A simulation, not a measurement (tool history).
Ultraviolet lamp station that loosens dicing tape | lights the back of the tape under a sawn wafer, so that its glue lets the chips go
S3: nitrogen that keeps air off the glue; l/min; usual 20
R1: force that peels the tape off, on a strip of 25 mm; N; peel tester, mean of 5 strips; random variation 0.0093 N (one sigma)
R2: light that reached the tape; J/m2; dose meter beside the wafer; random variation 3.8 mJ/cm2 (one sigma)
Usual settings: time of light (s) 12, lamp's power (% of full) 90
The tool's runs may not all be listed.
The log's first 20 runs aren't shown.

{"run": 21, "hour": 763.8, "time of light (s)": 9, "lamp's power (% of full)": 95, "S3": 15, "R1": 0.712, "R2": 5280}
{"run": 22, "hour": 815.5, "time of light (s)": 9, "lamp's power (% of full)": 95, "S3": 15, "R1": 0.698, "R2": 5270}
{"run": 23, "hour": 857.5, "time of light (s)": 9, "lamp's power (% of full)": 95, "S3": 15, "R1": 0.713, "R2": 5290}
{"hour": 894.5, "done": "gauge calibrated"}
{"run": 24, "hour": 902.6, "time of light (s)": 8, "lamp's power (% of full)": 95, "S3": 10, "R1": 1.144, "R2": 4570}
{"run": 25, "hour": 948.4, "time of light (s)": 8, "lamp's power (% of full)": 71, "S3": 11, "R1": 1.713, "R2": 3420}
{"run": 26, "hour": 984.2, "time of light (s)": 12, "lamp's power (% of full)": 70, "S3": 20, "R1": 0.606, "R2": 5010}
{"run": 27, "hour": 1037.9, "time of light (s)": 10, "lamp's power (% of full)": 77, "S3": 24, "R1": 0.636, "R2": 4610}
{"run": 28, "hour": 1089.1, "time of light (s)": 18, "lamp's power (% of full)": 70, "S3": 20, "R1": 0.327, "R2": 7620}
{"run": 29, "hour": 1136.1, "time of light (s)": 15, "lamp's power (% of full)": 70, "S3": 17, "R1": 0.454, "R2": 6340}
{"run": 30, "hour": 1160.2, "time of light (s)": 12, "lamp's power (% of full)": 93, "S3": 22, "R1": 0.348, "R2": 6730}
{"run": 31, "hour": 1183.0, "time of light (s)": 12, "lamp's power (% of full)": 83, "S3": 22, "R1": 0.425, "R2": 5960}
{"run": 32, "hour": 1208.5, "time of light (s)": 12, "lamp's power (% of full)": 85, "S3": 22, "R1": 0.408, "R2": 6180}
{"hour": 1217.8, "done": "window cleaned of glue's vapour"}
{"run": 33, "hour": 1245.7, "time of light (s)": 10, "lamp's power (% of full)": 90, "S3": 20, "R1": 0.56, "R2": 5450}
{"run": 34, "hour": 1290.0, "time of light (s)": 15, "lamp's power (% of full)": 92, "S3": 12, "R1": 0.361, "R2": 8260}

Forecast each of these 5 alternatives for the next run:
{"run": "A", "hour": 1322.2, "time of light (s)": 9, "lamp's power (% of full)": 95, "S3": 19, "R1": "?", "R2": "?"}
{"run": "B", "hour": 1322.2, "time of light (s)": 11, "lamp's power (% of full)": 80, "S3": 20, "R1": "?", "R2": "?"}
{"run": "C", "hour": 1322.2, "time of light (s)": 11, "lamp's power (% of full)": 71, "S3": 10, "R1": "?", "R2": "?"}
{"run": "D", "hour": 1322.2, "time of light (s)": 10, "lamp's power (% of full)": 80, "S3": 12, "R1": "?", "R2": "?"}
{"run": "E", "hour": 1322.2, "time of light (s)": 9, "lamp's power (% of full)": 62, "S3": 14, "R1": "?", "R2": "?"}

run=A R1=0.604 R2=5140
run=B R1=0.559 R2=5340
run=C R1=1.109 R2=4750
run=D R1=0.926 R2=4910
run=E R1=1.600 R2=3400
Without the tool's hidden state the same runs would have given:
run=A R1=0.601 R2=5080
run=B R1=0.556 R2=5270
run=C R1=1.105 R2=4700
run=D R1=0.922 R2=4850
run=E R1=1.595 R2=3360
